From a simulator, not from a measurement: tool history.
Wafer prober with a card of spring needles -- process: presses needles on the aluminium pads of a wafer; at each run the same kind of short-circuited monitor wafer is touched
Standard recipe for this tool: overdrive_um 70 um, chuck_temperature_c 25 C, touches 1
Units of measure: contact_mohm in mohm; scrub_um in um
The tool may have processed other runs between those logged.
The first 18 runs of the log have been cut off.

run   hour  overdrive_um  chuck_temperature_c  touches  contact_mohm  scrub_um
 19  181.1            72                  100        3           157     16.58
     183.9  -- tips cleaned on abrasive film
     194.4  -- height of the first contact set anew, once more
 20  196.4            72                  100        3           156     16.95
     204.3  -- tips cleaned on abrasive film
 21  205.4            70                   46        3           132     16.45
 22  218.8            71                   53        2           170     16.69
     223.9  -- tips cleaned on abrasive film
 23  230.6            65                   35        2           166     15.21
     243.3  -- tips cleaned on abrasive film
 24  244.2            65                   35        2           131     15.22
 25  250.5            87                   86        1           175     20.41
 26  260.8            78                   40        2           161     18.32
     263.1  -- tips cleaned on abrasive film
 27  269.2            54                   34        1           220     12.63

Forecast run 28:
     282.5  -- tips cleaned on abrasive film
 28  283.2            54                   34        1             ?         ?

Run 28 came out at contact_mohm 153 mohm, scrub_um 12.63 um.
Had the tool carried no hidden state, the very same run would have given contact_mohm 126 mohm, scrub_um 12.73 um.
